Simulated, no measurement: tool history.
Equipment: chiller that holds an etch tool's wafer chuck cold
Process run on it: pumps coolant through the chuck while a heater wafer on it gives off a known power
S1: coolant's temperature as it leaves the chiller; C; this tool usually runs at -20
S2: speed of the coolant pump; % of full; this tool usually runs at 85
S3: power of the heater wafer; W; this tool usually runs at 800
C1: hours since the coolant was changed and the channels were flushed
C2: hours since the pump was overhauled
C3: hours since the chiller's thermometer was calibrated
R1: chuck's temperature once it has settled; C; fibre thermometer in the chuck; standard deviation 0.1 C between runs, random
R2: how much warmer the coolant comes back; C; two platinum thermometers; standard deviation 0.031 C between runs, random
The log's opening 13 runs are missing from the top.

| run | hour | S1 | S2 | S3 | C1 | C2 | C3 | R1 | R2 |
|---|---|---|---|---|---|---|---|---|---|
| 14 | 1482.8 | -16 | 85 | 626 | 3808 | 5955 | 1018 | -10.1 | 2.32 |
|  | 1496.5 | coolant pump overhauled |
| 15 | 1608.0 | -20 | 85 | 482 | 3929 | 111 | 1138 | -16.5 | 1.30 |
| 16 | 1701.4 | -20 | 85 | 504 | 4022 | 205 | 1231 | -16.2 | 1.40 |
|  | 1774.5 | coolant changed, channels flushed |
| 17 | 1789.0 | -25 | 78 | 500 | 14 | 286 | 1313 | -22.1 | 1.52 |
| 18 | 1922.2 | -30 | 85 | 800 | 148 | 420 | 1446 | -25.5 | 2.22 |
| 19 | 2024.3 | -20 | 85 | 448 | 250 | 522 | 1548 | -17.5 | 1.31 |
| 20 | 2173.4 | -20 | 85 | 448 | 399 | 671 | 1697 | -17.5 | 1.24 |
| 21 | 2320.8 | -20 | 65 | 406 | 546 | 818 | 1845 | -17.2 | 1.49 |
| 22 | 2392.3 | -20 | 65 | 406 | 618 | 890 | 1916 | -17.4 | 1.47 |
| 23 | 2528.1 | -27 | 85 | 1120 | 754 | 1026 | 2052 | -20.2 | 3.13 |
| 24 | 2605.1 | -27 | 88 | 1127 | 831 | 1103 | 2129 | -20.2 | 3.16 |
| 25 | 2728.6 | -27 | 88 | 1127 | 954 | 1226 | 2252 | -20.2 | 3.11 |
| 26 | 2815.4 | -27 | 88 | 1127 | 1041 | 1313 | 2339 | -20.3 | 3.11 |
| 27 | 2948.8 | -27 | 88 | 1127 | 1174 | 1446 | 2473 | -20.1 | 3.19 |
| 28 | 3036.5 | -20 | 79 | 800 | 1262 | 1534 | 2560 | -14.6 | 2.46 |
| 29 | 3138.5 | -20 | 79 | 800 | 1364 | 1636 | 2662 | -14.6 | 2.51 |
| 30 | 3284.9 | -26 | 67 | 800 | 1510 | 1782 | 2809 | -19.8 | 2.95 |
| 31 | 3367.6 | -20 | 81 | 946 | 1593 | 1865 | 2891 | -13.7 | 2.95 |

Predict each of these 4 candidate next runs independently; none follows another, all start after run 31:
| A | 3492.6 | -24 | 81 | 401 | 1718 | 1990 | 3016 | ? | ? |
| B | 3492.6 | -13 | 94 | 1023 | 1718 | 1990 | 3016 | ? | ? |
| C | 3492.6 | -20 | 85 | 877 | 1718 | 1990 | 3016 | ? | ? |
| D | 3492.6 | -19 | 85 | 800 | 1718 | 1990 | 3016 | ? | ? |

| run | R1 | R2 |
|---|---|---|
| A | -21.6 | 1.28 |
| B | -6.9 | 2.73 |
| C | -14.4 | 2.67 |
| D | -13.8 | 2.36 |
Without the tool's hidden state the same runs would have given:
| run | R1 | R2 |
|---|---|---|
| A | -21.5 | 1.18 |
| B | -7.3 | 2.50 |
| C | -14.7 | 2.45 |
| D | -14.0 | 2.16 |

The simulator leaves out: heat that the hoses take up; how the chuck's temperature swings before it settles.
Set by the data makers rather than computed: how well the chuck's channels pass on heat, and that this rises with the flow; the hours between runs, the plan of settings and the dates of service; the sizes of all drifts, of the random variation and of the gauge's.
